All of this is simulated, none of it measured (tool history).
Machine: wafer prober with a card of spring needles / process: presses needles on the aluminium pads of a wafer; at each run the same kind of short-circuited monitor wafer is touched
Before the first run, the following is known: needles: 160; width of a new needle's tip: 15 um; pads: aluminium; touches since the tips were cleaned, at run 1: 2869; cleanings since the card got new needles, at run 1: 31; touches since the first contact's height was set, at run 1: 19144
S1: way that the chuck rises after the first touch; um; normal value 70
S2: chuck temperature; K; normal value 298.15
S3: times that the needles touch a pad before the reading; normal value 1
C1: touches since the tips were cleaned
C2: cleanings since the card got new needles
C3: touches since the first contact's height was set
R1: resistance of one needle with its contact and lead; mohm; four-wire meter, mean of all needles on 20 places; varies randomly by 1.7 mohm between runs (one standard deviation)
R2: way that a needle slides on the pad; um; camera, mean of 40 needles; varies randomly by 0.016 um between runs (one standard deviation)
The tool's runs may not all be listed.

| run | hour | S1 | S2 | S3 | C1 | C2 | C3 | R1 | R2 |
|---|---|---|---|---|---|---|---|---|---|
| 1 | 0.0 | 70 | 298.15 | 1 | 2869 | 31 | 19144 | 267 | 15.33 |
|  | 3.2 | tips cleaned on abrasive film |
|  | 14.5 | tips cleaned on abrasive film |
| 2 | 14.5 | 57 | 298.15 | 1 | 0 | 33 | 24070 | 184 | 12.45 |
| 3 | 24.5 | 57 | 298.15 | 1 | 3440 | 33 | 27510 | 322 | 12.48 |
|  | 26.0 | tips cleaned on abrasive film |
| 4 | 32.9 | 57 | 298.15 | 1 | 2358 | 34 | 30358 | 298 | 12.45 |
|  | 37.5 | tips cleaned on abrasive film |
| 5 | 41.7 | 57 | 298.15 | 1 | 1448 | 35 | 33360 | 278 | 12.43 |
|  | 48.3 | tips cleaned on abrasive film |
| 6 | 56.9 | 57 | 298.15 | 1 | 2952 | 36 | 38554 | 305 | 12.44 |
|  | 59.3 | tips cleaned on abrasive film |
|  | 66.8 | tips cleaned on abrasive film, once more |
| 7 | 67.2 | 57 | 298.15 | 1 | 136 | 38 | 42023 | 202 | 12.37 |
|  | 77.4 | tips cleaned on abrasive film |
| 8 | 79.8 | 57 | 298.15 | 1 | 817 | 39 | 46344 | 242 | 12.38 |
|  | 88.9 | tips cleaned on abrasive film |
| 9 | 96.8 | 57 | 298.15 | 1 | 2719 | 40 | 52158 | 314 | 12.38 |
|  | 100.6 | tips cleaned on abrasive film |
| 10 | 104.4 | 57 | 298.15 | 2 | 1332 | 41 | 54753 | 236 | 12.37 |
|  | 111.6 | tips cleaned on abrasive film |
| 11 | 114.1 | 57 | 298.15 | 2 | 856 | 42 | 58053 | 220 | 12.33 |
|  | 122.8 | tips cleaned on abrasive film |
| 12 | 125.1 | 57 | 298.15 | 2 | 792 | 43 | 61811 | 218 | 12.36 |
|  | 133.5 | tips cleaned on abrasive film |
| 13 | 134.5 | 57 | 298.15 | 2 | 340 | 44 | 64997 | 203 | 12.30 |
|  | 145.6 | tips cleaned on abrasive film |
| 14 | 151.0 | 64 | 298.15 | 2 | 1838 | 45 | 70630 | 234 | 13.84 |
|  | 157.0 | tips cleaned on abrasive film |
| 15 | 167.4 | 57 | 298.15 | 1 | 3567 | 46 | 76245 | 326 | 12.31 |
|  | 168.4 | tips cleaned on abrasive film |
|  | 180.3 | tips cleaned on abrasive film |
| 16 | 181.0 | 70 | 298.15 | 1 | 267 | 48 | 80883 | 195 | 15.12 |
|  | 191.3 | tips cleaned on abrasive film |
| 17 | 195.7 | 70 | 298.15 | 1 | 1525 | 49 | 85888 | 251 | 15.12 |
|  | 202.4 | tips cleaned on abrasive film |
| 18 | 203.8 | 54 | 324.15 | 1 | 466 | 50 | 88629 | 238 | 11.60 |
| 19 | 212.2 | 67 | 397.15 | 2 | 3382 | 50 | 91545 | 252 | 14.46 |
|  | 213.9 | tips cleaned on abrasive film |
| 20 | 219.3 | 67 | 397.15 | 2 | 1867 | 51 | 93948 | 239 | 14.43 |
|  | 225.6 | tips cleaned on abrasive film |
| 21 | 233.6 | 83 | 397.15 | 1 | 2756 | 52 | 98824 | 257 | 17.94 |
|  | 237.1 | tips cleaned on abrasive film |
| 22 | 243.3 | 73 | 313.15 | 3 | 2161 | 53 | 102155 | 208 | 15.74 |
|  | 248.0 | tips cleaned on abrasive film |
| 23 | 255.0 | 73 | 313.15 | 3 | 2400 | 54 | 106120 | 205 | 15.74 |
|  | 259.6 | tips cleaned on abrasive film |
| 24 | 262.3 | 73 | 313.15 | 3 | 915 | 55 | 108602 | 192 | 15.67 |
|  | 270.6 | tips cleaned on abrasive film |
|  | 270.9 | height of the first contact set anew |
| 25 | 271.3 | 70 | 366.15 | 1 | 139 | 56 | 139 | 202 | 15.41 |
|  | 282.1 | tips cleaned on abrasive film |
| 26 | 282.1 | 85 | 370.15 | 2 | 0 | 57 | 3805 | 191 | 18.70 |
|  | 293.6 | tips cleaned on abrasive film |
| 27 | 296.9 | 56 | 370.15 | 2 | 1119 | 58 | 8870 | 233 | 12.28 |
|  | 304.5 | tips cleaned on abrasive film |
| 28 | 306.4 | 64 | 301.15 | 1 | 646 | 59 | 12109 | 223 | 14.04 |
| 29 | 314.4 | 54 | 353.15 | 1 | 3392 | 59 | 14855 | 337 | 11.87 |
|  | 315.5 | tips cleaned on abrasive film |
|  | 326.4 | tips cleaned on abrasive film |
| 30 | 326.7 | 54 | 353.15 | 1 | 121 | 61 | 19042 | 207 | 11.80 |
|  | 337.0 | tips cleaned on abrasive film |
| 31 | 339.5 | 54 | 353.15 | 3 | 840 | 62 | 23396 | 220 | 11.81 |
|  | 347.8 | tips cleaned on abrasive film |
| 32 | 350.8 | 79 | 306.15 | 1 | 1050 | 63 | 27261 | 220 | 17.26 |

The same runs without the tool's hidden state, with the same run-to-run variation:
Hidden state present: debris on the tips, nm; way that the needles fall short of the set height, um; tips' diameter, um; drift of the gauge itself on contact_mohm, %; drift of the gauge itself on scrub_um, %.
| run | R1 | R2 |
|---|---|---|
| 1 | 176 | 15.38 |
| 2 | 175 | 12.54 |
| 3 | 176 | 12.57 |
| 4 | 175 | 12.55 |
| 5 | 179 | 12.54 |
| 6 | 172 | 12.55 |
| 7 | 176 | 12.51 |
| 8 | 175 | 12.53 |
| 9 | 177 | 12.54 |
| 10 | 176 | 12.54 |
| 11 | 177 | 12.51 |
| 12 | 175 | 12.56 |
| 13 | 178 | 12.52 |
| 14 | 177 | 14.07 |
| 15 | 177 | 12.54 |
| 16 | 171 | 15.38 |
| 17 | 175 | 15.40 |
| 18 | 182 | 11.88 |
| 19 | 194 | 14.74 |
| 20 | 192 | 14.73 |
| 21 | 193 | 18.25 |
| 22 | 179 | 16.06 |
| 23 | 175 | 16.06 |
| 24 | 174 | 16.01 |
| 25 | 184 | 15.41 |
| 26 | 186 | 18.70 |
| 27 | 191 | 12.31 |
| 28 | 175 | 14.08 |
| 29 | 187 | 11.90 |
| 30 | 188 | 11.86 |
| 31 | 192 | 11.89 |
| 32 | 173 | 17.34 |

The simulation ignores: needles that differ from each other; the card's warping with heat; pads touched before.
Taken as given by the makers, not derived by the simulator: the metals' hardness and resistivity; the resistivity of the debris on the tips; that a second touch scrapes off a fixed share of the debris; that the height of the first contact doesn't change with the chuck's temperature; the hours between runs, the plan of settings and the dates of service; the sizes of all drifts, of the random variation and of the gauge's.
